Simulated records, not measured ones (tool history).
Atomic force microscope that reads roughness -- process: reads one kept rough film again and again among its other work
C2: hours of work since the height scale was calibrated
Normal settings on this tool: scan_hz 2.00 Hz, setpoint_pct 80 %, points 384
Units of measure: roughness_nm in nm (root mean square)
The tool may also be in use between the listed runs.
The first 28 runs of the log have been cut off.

Run 29, hour 1525.6: usual settings but scan_hz 1.19 Hz, setpoint_pct 72 %, points 562; pictures with this tip 93; C2 558. Result: roughness_nm 2.717 nm (root mean square).
At hour 1541.1: new tip fitted.
Run 30, hour 1595.8: usual settings but scan_hz 1.19 Hz, setpoint_pct 72 %, points 562; pictures with this tip 73; C2 601. Result: roughness_nm 2.813 nm (root mean square).
At hour 1630.7: new tip fitted.
Run 31, hour 1643.7: usual settings but scan_hz 0.84 Hz, setpoint_pct 71 %, points 408; pictures with this tip 17; C2 631. Result: roughness_nm 3.058 nm (root mean square).
Run 32, hour 1712.9: usual settings but scan_hz 0.84 Hz, setpoint_pct 71 %, points 408; pictures with this tip 110; C2 674. Result: roughness_nm 2.714 nm (root mean square).
At hour 1717.1: new tip fitted.
Run 33, hour 1773.7: usual settings but scan_hz 0.84 Hz, setpoint_pct 71 %, points 408; pictures with this tip 76; C2 711. Result: roughness_nm 2.765 nm (root mean square).
At hour 1806.8: new tip fitted.
Run 34, hour 1838.9: usual settings but scan_hz 0.54 Hz, setpoint_pct 74 %; pictures with this tip 43; C2 751. Result: roughness_nm 2.946 nm (root mean square).
At hour 1892.2: new tip fitted.
Run 35, hour 1896.4: usual settings but scan_hz 1.30 Hz, setpoint_pct 73 %, points 713; pictures with this tip 5; C2 787. Result: roughness_nm 3.005 nm (root mean square).
Run 36, hour 1967.4: usual settings but scan_hz 2.62 Hz; pictures with this tip 101; C2 831. Result: roughness_nm 2.394 nm (root mean square).
At hour 1979.0: new tip fitted.
Run 37, hour 2006.6: usual settings but scan_hz 0.83 Hz, points 369; pictures with this tip 37; C2 855. Result: roughness_nm 2.897 nm (root mean square).
At hour 2065.5: new tip fitted.
Run 38, hour 2065.5: usual settings but scan_hz 3.99 Hz, setpoint_pct 78 %; pictures with this tip 0; C2 891. Result: roughness_nm 2.597 nm (root mean square).
Run 39, hour 2135.5: usual settings but scan_hz 3.99 Hz, setpoint_pct 78 %; pictures with this tip 94; C2 935. Result: roughness_nm 2.290 nm (root mean square).
At hour 2152.8: new tip fitted.
Run 40, hour 2193.5: usual settings but scan_hz 2.90 Hz, setpoint_pct 68 %, points 604; pictures with this tip 54; C2 971. Result: roughness_nm 2.741 nm (root mean square).
At hour 2238.5: new tip fitted.
Run 41, hour 2253.9: usual settings but scan_hz 1.40 Hz, setpoint_pct 81 %; pictures with this tip 20; C2 1008. Result: roughness_nm 2.820 nm (root mean square).
Run 42, hour 2296.1: usual settings but scan_hz 3.82 Hz, setpoint_pct 73 %; pictures with this tip 77; C2 1034. Result: roughness_nm 2.450 nm (root mean square).
At hour 2327.1: new tip fitted.
Run 43, hour 2334.5: usual settings but scan_hz 3.82 Hz, setpoint_pct 73 %; pictures with this tip 9; C2 1058. Result: roughness_nm 2.689 nm (root mean square).
Run 44, hour 2406.3: usual settings but scan_hz 3.18 Hz, setpoint_pct 57 %, points 644; pictures with this tip 106; C2 1102. Result: roughness_nm 2.659 nm (root mean square).
At hour 2414.1: new tip fitted.
Run 45, hour 2461.9: usual settings but scan_hz 3.18 Hz, setpoint_pct 57 %, points 644; pictures with this tip 64; C2 1137. Result: roughness_nm 2.798 nm (root mean square).
At hour 2500.9: new tip fitted.
Run 46, hour 2517.7: usual settings but scan_hz 3.18 Hz, setpoint_pct 57 %, points 644; pictures with this tip 22; C2 1171. Result: roughness_nm 2.987 nm (root mean square).
Run 47, hour 2568.5: usual settings but scan_hz 3.18 Hz, setpoint_pct 57 %, points 644; pictures with this tip 90; C2 1203. Result: roughness_nm 2.707 nm (root mean square).
At hour 2590.8: new tip fitted.
Run 48, hour 2624.1: usual settings but scan_hz 3.56 Hz, setpoint_pct 68 %, points 256; pictures with this tip 45; C2 1237. Result: roughness_nm 2.690 nm (root mean square).
At hour 2678.4: new tip fitted.
Run 49, hour 2678.4: usual settings but scan_hz 1.74 Hz, setpoint_pct 68 %, points 256; pictures with this tip 0; C2 1270. Result: roughness_nm 3.024 nm (root mean square).

What if the next run were any one of these 5? Each begins from the tool's condition after run 49:
Run A, hour 2740.9: usual settings but scan_hz 2.03 Hz; pictures with this tip 84; C2 1309. Result: roughness_nm ?.
Run B, hour 2740.9: usual settings but setpoint_pct 76 %, points 347; pictures with this tip 84; C2 1309. Result: roughness_nm ?.
Run C, hour 2740.9: usual settings but scan_hz 0.54 Hz; pictures with this tip 84; C2 1309. Result: roughness_nm ?.
Run D, hour 2740.9: usual settings but setpoint_pct 85 %, points 314; pictures with this tip 84; C2 1309. Result: roughness_nm ?.
Run E, hour 2740.9: usual settings but scan_hz 1.19 Hz, setpoint_pct 86 %, points 256; pictures with this tip 84; C2 1309. Result: roughness_nm ?.

run  roughness_nm
  A         2.524
  B         2.567
  C         2.749
  D         2.425
  E         2.563
Without the tool's unlogged condition, the same runs would have read:
run  roughness_nm
  A         2.870
  B         2.919
  C         3.127
  D         2.759
  E         2.914
